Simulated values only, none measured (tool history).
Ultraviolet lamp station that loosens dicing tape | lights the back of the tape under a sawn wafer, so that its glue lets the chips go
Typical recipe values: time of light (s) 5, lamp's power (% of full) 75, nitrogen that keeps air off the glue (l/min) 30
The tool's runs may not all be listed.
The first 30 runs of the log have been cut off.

run	hour	time of light (s)	lamp's power (% of full)	nitrogen that keeps air off the glue (l/min)	force that peels the tape off (N)	light that reached the tape (mJ/cm2)
31	259.7	4	75	33	1.189	192
32	266.8	3	98	30	1.411	188
33	273.4	7	83	10	0.876	376
34	284.8	4	78	16	1.845	204
35	291.6	4	76	48	0.948	198
36	298.9	5	75	29	0.891	236
37	309.2	5	75	29	0.864	238
38	315.9	5	82	53	0.461	261
39	321.3	8	71	27	0.381	366
40	327.2	6	84	10	1.216	325
41	335.9	4	75	16	2.066	192
42	342.3	4	75	16	1.957	190
43	350.8	5	70	16	1.55	224

Here are 3 independent what-if runs from the current tool condition. What would each one return?
A	360.9	3	92	30	?	?
B	360.9	2	93	12	?	?
C	360.9	6	85	48	?	?

run	force that peels the tape off (N)	light that reached the tape (mJ/cm2)
A	1.581	173
B	3.892	117
C	0.342	327
The same runs, with their run-to-run variation unchanged, on a tool lacking any hidden condition would have given:
run	force that peels the tape off (N)	light that reached the tape (mJ/cm2)
A	1.434	184
B	3.703	124
C	0.31	347

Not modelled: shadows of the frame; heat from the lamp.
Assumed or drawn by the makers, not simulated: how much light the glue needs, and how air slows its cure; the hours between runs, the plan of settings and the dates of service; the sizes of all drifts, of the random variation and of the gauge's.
